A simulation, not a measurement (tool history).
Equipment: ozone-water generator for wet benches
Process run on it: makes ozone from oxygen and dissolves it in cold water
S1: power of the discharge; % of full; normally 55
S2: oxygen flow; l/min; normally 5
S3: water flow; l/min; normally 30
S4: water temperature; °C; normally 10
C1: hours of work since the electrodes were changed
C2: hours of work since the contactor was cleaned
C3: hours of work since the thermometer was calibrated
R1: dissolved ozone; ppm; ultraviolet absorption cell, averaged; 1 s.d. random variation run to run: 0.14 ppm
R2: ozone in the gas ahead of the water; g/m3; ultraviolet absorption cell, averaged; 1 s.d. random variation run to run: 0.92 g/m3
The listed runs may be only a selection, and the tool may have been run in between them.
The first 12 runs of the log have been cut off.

run     day  S1    S2  S3  S4    C1    C2    C3    R1     R2
 13  24.117  55     5  30  10  1000  1000  3988  15.3  154.3
 14  25.425  55     5  30  10  1029  1029  4017  15.2  156.8
 15  27.725  55     5  30  10  1081  1081  4068  15.4  154.5
 16   29.75  55     5  25  10  1126  1126  4114  17.8  156.3
 17  32.304  55     5  25  10  1183  1183  4171  17.8    155
 18  34.996  55     5  25  12  1243  1243  4231  17.7  156.1
     36.696  -- water thermometer calibrated
 19  37.238  55     5  25  12  1293  1293    12  17.5  154.2
 20  39.642  93     5  21  12  1347  1347    66  31.2  244.6
 21  41.788  53  8.03  21  14  1395  1395   114  17.6  109.7
 22  43.329  53  8.03  21  14  1429  1429   148  17.4  110.4
 23  44.925  53  8.03  21  14  1465  1465   184  17.5  108.6
 24  47.067  66     5  30  10  1513  1513   232    18  182.3
 25  49.333  66     5  30  10  1564  1564   283    18  182.3
 26  52.008  66  5.69  30  15  1623  1623   343  16.9  166.1
 27  53.333  66  5.69  30  15  1653  1653   372  17.1  165.7
 28  54.629  66  5.69  30  15  1682  1682   401  17.1  165.9
 29      57  48  5.69  26  18  1735  1735   454  14.1  126.3
 30  58.871  48  5.69  26  18  1777  1777   496  13.8  127.3
 31  60.392  48  5.69  26  18  1811  1811   530  13.9  127.7

Predict each of these 3 candidate next runs independently; none follows another, all start after run 31:
  A  61.683  55  2.99  26  10  1840  1840  559   ?   ?
  B  61.683  48  5.69  25  18  1840  1840  559   ?   ?
  C  61.683  47  3.38  30   9  1840  1840  559   ?   ?

run    R1     R2
  A    17  222.1
  B  14.4  126.9
  C  13.2  175.9
What these runs would have given with no unlogged condition in the tool:
run    R1     R2
  A    17  222.2
  B  14.4  126.9
  C  13.2  175.9
